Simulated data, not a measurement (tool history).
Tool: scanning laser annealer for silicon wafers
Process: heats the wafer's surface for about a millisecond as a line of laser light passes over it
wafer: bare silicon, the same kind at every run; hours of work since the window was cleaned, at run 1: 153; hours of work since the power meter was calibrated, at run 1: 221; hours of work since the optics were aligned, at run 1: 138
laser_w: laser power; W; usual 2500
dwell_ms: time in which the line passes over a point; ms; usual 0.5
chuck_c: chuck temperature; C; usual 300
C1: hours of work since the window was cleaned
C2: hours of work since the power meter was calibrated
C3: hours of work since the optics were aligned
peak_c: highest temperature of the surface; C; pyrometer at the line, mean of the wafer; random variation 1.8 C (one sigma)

Run 1, hour 0: usual settings; C1 153; C2 221; C3 138. Result: peak_c 1034 C.
Run 2, hour 13.6: usual settings but laser_w 2616 W; C1 162; C2 229; C3 147. Result: peak_c 1081 C.
Run 3, hour 27.3: usual settings but laser_w 2616 W; C1 171; C2 238; C3 156. Result: peak_c 1085 C.
Run 4, hour 40.7: usual settings but laser_w 2616 W; C1 179; C2 246; C3 164. Result: peak_c 1084 C.
Run 5, hour 53.9: usual settings but chuck_c 314 C; C1 188; C2 255; C3 173. Result: peak_c 1051 C.
Run 6, hour 64.7: usual settings but laser_w 2566 W; C1 195; C2 262; C3 179. Result: peak_c 1060 C.
Run 7, hour 76.7: usual settings but laser_w 2566 W; C1 202; C2 269; C3 187. Result: peak_c 1061 C.
Run 8, hour 88.3: usual settings but laser_w 2566 W; C1 210; C2 277; C3 195. Result: peak_c 1065 C.
Run 9, hour 94.7: usual settings but laser_w 2566 W; C1 214; C2 281; C3 199. Result: peak_c 1065 C.
Run 10, hour 106.9: usual settings but laser_w 2566 W; C1 222; C2 289; C3 206. Result: peak_c 1067 C.
Run 11, hour 113: usual settings but dwell_ms 0.46 ms; C1 225; C2 293; C3 210. Result: peak_c 1002 C.
Run 12, hour 125.2: usual settings but laser_w 2549 W, dwell_ms 0.4 ms, chuck_c 263 C; C1 233; C2 300; C3 218. Result: peak_c 930 C.
Run 13, hour 131.3: usual settings but chuck_c 332 C; C1 237; C2 304; C3 222. Result: peak_c 1071 C.
Run 14, hour 138.1: usual settings but laser_w 2642 W, dwell_ms 0.582 ms, chuck_c 316 C; C1 241; C2 309; C3 226. Result: peak_c 1184 C.
Run 15, hour 151.6: usual settings but laser_w 2642 W, dwell_ms 0.582 ms, chuck_c 316 C; C1 250; C2 317; C3 235. Result: peak_c 1183 C.
Run 16, hour 159.9: usual settings but laser_w 2512 W, dwell_ms 0.462 ms; C1 255; C2 322; C3 240. Result: peak_c 1009 C.
Run 17, hour 168.9: usual settings but laser_w 2512 W, dwell_ms 0.614 ms; C1 261; C2 328; C3 246. Result: peak_c 1133 C.
Run 18, hour 176.6: usual settings but laser_w 2586 W, dwell_ms 0.354 ms, chuck_c 310 C; C1 266; C2 333; C3 251. Result: peak_c 942 C.
Run 19, hour 186: usual settings but laser_w 2158 W, dwell_ms 0.417 ms, chuck_c 275 C; C1 272; C2 339; C3 257. Result: peak_c 817 C.
Run 20, hour 193.8: usual settings but laser_w 2158 W, dwell_ms 0.354 ms, chuck_c 275 C; C1 277; C2 344; C3 262. Result: peak_c 772 C.
Run 21, hour 203.1: usual settings but laser_w 2158 W, dwell_ms 0.354 ms, chuck_c 275 C; C1 283; C2 350; C3 268. Result: peak_c 772 C.

5 ways to go on from here, each from the tool as it stands after run 21. What would each give?
Run A, hour 213.2: usual settings but laser_w 2708 W; C1 289; C2 356; C3 274. Result: peak_c ?.
Run B, hour 213.2: usual settings but dwell_ms 0.358 ms, chuck_c 278 C; C1 289; C2 356; C3 274. Result: peak_c ?.
Run C, hour 213.2: usual settings but laser_w 2332 W, dwell_ms 0.519 ms, chuck_c 331 C; C1 289; C2 356; C3 274. Result: peak_c ?.
Run D, hour 213.2: usual settings but laser_w 2610 W, dwell_ms 0.498 ms, chuck_c 294 C; C1 289; C2 356; C3 274. Result: peak_c ?.
Run E, hour 213.2: usual settings but laser_w 2183 W, dwell_ms 0.354 ms, chuck_c 283 C; C1 289; C2 356; C3 274. Result: peak_c ?.

run  peak_c
  A    1119
  B     882
  C    1017
  D    1071
  E     786
Without the tool's hidden state the same runs would have given:
run  peak_c
  A    1119
  B     882
  C    1017
  D    1071
  E     786
